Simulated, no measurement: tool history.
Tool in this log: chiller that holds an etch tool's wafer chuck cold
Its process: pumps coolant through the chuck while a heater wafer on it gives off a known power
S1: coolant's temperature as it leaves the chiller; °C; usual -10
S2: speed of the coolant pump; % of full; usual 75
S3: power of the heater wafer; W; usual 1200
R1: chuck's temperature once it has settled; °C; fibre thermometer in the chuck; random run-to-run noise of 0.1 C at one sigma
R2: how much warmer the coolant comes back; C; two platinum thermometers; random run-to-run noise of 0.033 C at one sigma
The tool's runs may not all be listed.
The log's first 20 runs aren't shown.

run 21 hour=622.2 | S1=-9 S2=63 S3=1410 | R1=10.2 R2=6.3
run 22 hour=650.3 | S1=-17 S2=77 S3=980 | R1=-5.4 R2=3.53
run 23 hour=680.3 | S1=-17 S2=77 S3=980 | R1=-5.5 R2=3.52
run 24 hour=705.2 | S1=-10 S2=83 S3=1200 | R1=3.5 R2=3.98
run 25 hour=743.9 | S1=-2 S2=75 S3=1766 | R1=19.5 R2=6.51
run 26 hour=781.6 | S1=-14 S2=72 S3=1598 | R1=6.1 R2=6.21
run 27 hour=802.6 | S1=-11 S2=98 S3=602 | R1=-5.2 R2=1.59
run 28 hour=820.7 | S1=-6 S2=75 S3=1222 | R1=8.8 R2=4.57
run 29 hour=846.9 | S1=-6 S2=75 S3=1222 | R1=9 R2=4.58
run 30 hour=877.3 | S1=-3 S2=75 S3=997 | R1=9.3 R2=3.73
run 31 hour=894.3 | S1=-3 S2=75 S3=997 | R1=9.1 R2=3.74
run 32 hour=921 | S1=-4 S2=63 S3=1200 | R1=12.3 R2=5.44

3 ways to go on from here, each from the tool as it stands after run 32. What would each give?
run A hour=937.9 | S1=-10 S2=69 S3=897 | R1=? R2=?
run B hour=937.9 | S1=-11 S2=77 S3=1309 | R1=? R2=?
run C hour=937.9 | S1=-10 S2=63 S3=1563 | R1=? R2=?

run=A R1=1.5 R2=3.68
run=B R1=4.7 R2=4.76
run=C R1=11.6 R2=7.08
Stripped of hidden state, with their random variation kept, the same runs would have yielded:
run=A R1=1.1 R2=3.59
run=B R1=3.9 R2=4.64
run=C R1=10.4 R2=6.9
